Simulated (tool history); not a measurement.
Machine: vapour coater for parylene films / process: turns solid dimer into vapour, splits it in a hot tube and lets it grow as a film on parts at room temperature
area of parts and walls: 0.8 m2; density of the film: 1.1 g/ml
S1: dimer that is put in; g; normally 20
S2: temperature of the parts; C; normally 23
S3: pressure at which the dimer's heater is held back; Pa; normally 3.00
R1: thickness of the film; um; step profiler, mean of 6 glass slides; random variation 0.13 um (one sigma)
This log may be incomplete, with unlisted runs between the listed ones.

{"run": 1, "hour": 0.0, "S1": 20, "S2": 23, "S3": 3.0, "R1": 15.52}
{"run": 2, "hour": 70.2, "S1": 20, "S2": 23, "S3": 3.0, "R1": 15.21}
{"run": 3, "hour": 101.5, "S1": 20, "S2": 23, "S3": 3.0, "R1": 14.92}
{"run": 4, "hour": 137.0, "S1": 20, "S2": 23, "S3": 3.0, "R1": 15.06}
{"run": 5, "hour": 191.4, "S1": 20, "S2": 24, "S3": 3.0, "R1": 14.22}
{"run": 6, "hour": 224.5, "S1": 14, "S2": 23, "S3": 3.0, "R1": 10.39}
{"run": 7, "hour": 265.3, "S1": 14, "S2": 23, "S3": 3.0, "R1": 10.39}
{"run": 8, "hour": 306.0, "S1": 20, "S2": 23, "S3": 8.95, "R1": 11.5}
{"run": 9, "hour": 354.7, "S1": 29, "S2": 23, "S3": 3.0, "R1": 20.75}
{"run": 10, "hour": 418.6, "S1": 29, "S2": 23, "S3": 3.0, "R1": 20.88}
{"run": 11, "hour": 458.7, "S1": 20, "S2": 23, "S3": 4.23, "R1": 13.34}
{"run": 12, "hour": 508.5, "S1": 20, "S2": 27, "S3": 3.0, "R1": 11.64}
{"run": 13, "hour": 543.6, "S1": 20, "S2": 23, "S3": 3.0, "R1": 14.0}
{"hour": 554.2, "done": "trap's valve overhauled"}
{"run": 14, "hour": 588.9, "S1": 20, "S2": 23, "S3": 3.0, "R1": 12.51}
{"run": 15, "hour": 658.5, "S1": 20, "S2": 23, "S3": 3.0, "R1": 12.17}
{"run": 16, "hour": 706.5, "S1": 20, "S2": 32, "S3": 3.0, "R1": 8.01}
{"run": 17, "hour": 772.6, "S1": 20, "S2": 23, "S3": 3.0, "R1": 11.81}
{"hour": 830.2, "done": "trap's valve overhauled, once more"}
{"run": 18, "hour": 845.6, "S1": 20, "S2": 23, "S3": 3.0, "R1": 16.35}
{"run": 19, "hour": 881.1, "S1": 27, "S2": 25, "S3": 3.96, "R1": 18.6}
{"run": 20, "hour": 928.0, "S1": 11, "S2": 28, "S3": 3.0, "R1": 6.98}
{"run": 21, "hour": 1002.8, "S1": 11, "S2": 29, "S3": 3.0, "R1": 6.63}
{"run": 22, "hour": 1056.7, "S1": 11, "S2": 29, "S3": 3.0, "R1": 6.57}
{"run": 23, "hour": 1122.1, "S1": 11, "S2": 29, "S3": 3.0, "R1": 6.42}
{"run": 24, "hour": 1167.8, "S1": 9, "S2": 23, "S3": 5.1, "R1": 6.17}
{"run": 25, "hour": 1231.8, "S1": 14, "S2": 23, "S3": 6.09, "R1": 9.1}
{"run": 26, "hour": 1267.9, "S1": 14, "S2": 23, "S3": 6.09, "R1": 8.93}
{"run": 27, "hour": 1326.3, "S1": 14, "S2": 16, "S3": 6.09, "R1": 12.26}
{"run": 28, "hour": 1388.6, "S1": 14, "S2": 22, "S3": 3.58, "R1": 10.25}
{"run": 29, "hour": 1436.6, "S1": 14, "S2": 22, "S3": 3.58, "R1": 10.29}
{"run": 30, "hour": 1474.8, "S1": 14, "S2": 22, "S3": 3.58, "R1": 10.13}
{"run": 31, "hour": 1518.1, "S1": 36, "S2": 20, "S3": 3.0, "R1": 29.28}
{"run": 32, "hour": 1560.6, "S1": 18, "S2": 26, "S3": 11.34, "R1": 8.35}
{"run": 33, "hour": 1630.1, "S1": 18, "S2": 32, "S3": 2.21, "R1": 8.96}

4 ways to go on from here, each from the tool as it stands after run 33. What would each give?
{"hour": 1664.2, "done": "trap's valve overhauled"}
{"run": "A", "hour": 1671.3, "S1": 28, "S2": 32, "S3": 2.21, "R1": "?"}
{"hour": 1664.2, "done": "trap's valve overhauled"}
{"run": "B", "hour": 1671.3, "S1": 20, "S2": 25, "S3": 3.95, "R1": "?"}
{"hour": 1664.2, "done": "trap's valve overhauled"}
{"run": "C", "hour": 1671.3, "S1": 9, "S2": 32, "S3": 4.57, "R1": "?"}
{"hour": 1664.2, "done": "trap's valve overhauled"}
{"run": "D", "hour": 1671.3, "S1": 18, "S2": 17, "S3": 4.99, "R1": "?"}

run=A R1=16.13
run=B R1=14.02
run=C R1=4.44
run=D R1=16.98
With the hidden condition removed and each run's random variation left untouched, the same runs would have given:
run=A R1=15.87
run=B R1=13.79
run=C R1=4.37
run=D R1=16.71
